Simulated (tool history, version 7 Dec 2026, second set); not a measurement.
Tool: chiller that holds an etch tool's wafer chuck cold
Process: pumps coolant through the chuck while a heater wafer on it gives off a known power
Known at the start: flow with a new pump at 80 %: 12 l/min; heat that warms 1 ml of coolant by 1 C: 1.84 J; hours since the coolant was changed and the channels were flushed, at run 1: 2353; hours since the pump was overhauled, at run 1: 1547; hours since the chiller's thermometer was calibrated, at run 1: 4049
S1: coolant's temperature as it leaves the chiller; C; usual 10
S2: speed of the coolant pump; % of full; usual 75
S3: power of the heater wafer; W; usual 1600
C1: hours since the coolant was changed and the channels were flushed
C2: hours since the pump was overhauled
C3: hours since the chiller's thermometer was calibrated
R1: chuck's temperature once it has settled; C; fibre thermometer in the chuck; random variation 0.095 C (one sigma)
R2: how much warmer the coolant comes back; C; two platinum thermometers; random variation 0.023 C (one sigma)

{"run": 1, "day": 0.0, "S1": 10, "S2": 75, "S3": 1600, "C1": 2353, "C2": 1547, "C3": 4049, "R1": 22.01, "R2": 4.7}
{"run": 2, "day": 1.85, "S1": 10, "S2": 75, "S3": 1600, "C1": 2398, "C2": 1591, "C3": 4093, "R1": 21.86, "R2": 4.64}
{"run": 3, "day": 3.125, "S1": 10, "S2": 75, "S3": 1600, "C1": 2428, "C2": 1622, "C3": 4124, "R1": 22.17, "R2": 4.71}
{"run": 4, "day": 4.146, "S1": 10, "S2": 75, "S3": 1600, "C1": 2453, "C2": 1646, "C3": 4149, "R1": 22.07, "R2": 4.68}
{"run": 5, "day": 5.217, "S1": 10, "S2": 75, "S3": 1600, "C1": 2479, "C2": 1672, "C3": 4174, "R1": 21.93, "R2": 4.67}
{"run": 6, "day": 7.371, "S1": 12, "S2": 75, "S3": 1600, "C1": 2530, "C2": 1724, "C3": 4226, "R1": 24.12, "R2": 4.72}
{"run": 7, "day": 9.154, "S1": 12, "S2": 75, "S3": 1600, "C1": 2573, "C2": 1766, "C3": 4269, "R1": 23.94, "R2": 4.71}
{"run": 8, "day": 11.517, "S1": 10, "S2": 75, "S3": 1600, "C1": 2630, "C2": 1823, "C3": 4325, "R1": 22.09, "R2": 4.76}
{"run": 9, "day": 12.529, "S1": 10, "S2": 75, "S3": 1600, "C1": 2654, "C2": 1847, "C3": 4350, "R1": 22, "R2": 4.66}
{"run": 10, "day": 14.283, "S1": 10, "S2": 75, "S3": 1600, "C1": 2696, "C2": 1889, "C3": 4392, "R1": 22.04, "R2": 4.66}
{"run": 11, "day": 15.725, "S1": 10, "S2": 75, "S3": 1374, "C1": 2731, "C2": 1924, "C3": 4426, "R1": 20.54, "R2": 4.06}
{"run": 12, "day": 18.204, "S1": 19, "S2": 75, "S3": 1600, "C1": 2790, "C2": 1984, "C3": 4486, "R1": 31.09, "R2": 4.71}
{"run": 13, "day": 19.725, "S1": 5, "S2": 79, "S3": 916, "C1": 2827, "C2": 2020, "C3": 4522, "R1": 11.94, "R2": 2.59}
{"run": 14, "day": 21.788, "S1": 5, "S2": 64, "S3": 1777, "C1": 2876, "C2": 2070, "C3": 4572, "R1": 19.75, "R2": 6.15}
{"run": 15, "day": 23.0, "S1": 5, "S2": 64, "S3": 1777, "C1": 2905, "C2": 2099, "C3": 4601, "R1": 19.79, "R2": 6.14}
{"run": 16, "day": 24.608, "S1": 6, "S2": 64, "S3": 1777, "C1": 2944, "C2": 2137, "C3": 4640, "R1": 20.76, "R2": 6.16}
{"run": 17, "day": 26.179, "S1": 12, "S2": 94, "S3": 995, "C1": 2982, "C2": 2175, "C3": 4677, "R1": 18.84, "R2": 2.34}

Run 18 comes next. What will it give?
{"run": 18, "day": 28.25, "S1": 12, "S2": 94, "S3": 995, "C1": 3031, "C2": 2225, "C3": 4727, "R1": "?", "R2": "?"}

R1: 18.86 C
R2: 2.33 C
Without the tool's hidden state the same run would have given R1 17.86 C, R2 2.28 C.
